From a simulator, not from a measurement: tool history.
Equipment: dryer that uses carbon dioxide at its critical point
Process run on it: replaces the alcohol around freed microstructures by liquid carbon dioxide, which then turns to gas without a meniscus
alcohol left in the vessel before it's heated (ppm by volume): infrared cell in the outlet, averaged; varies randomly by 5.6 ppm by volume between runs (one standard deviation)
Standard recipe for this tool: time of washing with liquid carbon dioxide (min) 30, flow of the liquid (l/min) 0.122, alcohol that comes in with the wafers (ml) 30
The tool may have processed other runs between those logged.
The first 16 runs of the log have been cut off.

run,day,time of washing with liquid carbon dioxide (min),flow of the liquid (l/min),alcohol that comes in with the wafers (ml),alcohol left in the vessel before it's heated (ppm by volume)
17,8.45,30,0.122,30,390
18,9.092,30,0.122,20,274
19,9.438,30,0.122,20,274
20,10.154,30,0.122,22,301
21,10.592,27,0.155,37,261
22,11.208,46,0.098,29,158
23,11.538,46,0.188,29,31
24,11.892,19,0.122,30,2479
25,12.258,30,0.132,26,261
26,12.917,21,0.094,30,4189
27,13.496,21,0.094,30,4130
28,13.958,21,0.094,30,4249
29,14.467,21,0.177,30,433
30,14.829,43,0.177,97,50
# day 15.546: inlet filter changed
31,15.546,43,0.177,97,44
32,16.271,43,0.177,97,36
33,16.8,43,0.189,49,39
34,17.358,30,0.138,30,119
35,17.983,20,0.083,30,4189
36,18.712,20,0.083,30,4307
37,19.092,39,0.083,30,391
38,19.404,39,0.083,30,401
39,19.842,39,0.083,30,387
40,20.246,24,0.17,110,393

3 ways to go on from here, each from the tool as it stands after run 40. What would each give?
A,20.712,25,0.106,102,?
B,20.712,25,0.095,30,?
C,20.712,30,0.141,30,?

run,alcohol left in the vessel before it's heated (ppm by volume)
A,3146
B,1459
C,132
With the hidden condition removed and each run's random variation left untouched, the same runs would have given:
run,alcohol left in the vessel before it's heated (ppm by volume)
A,2781
B,1286
C,81
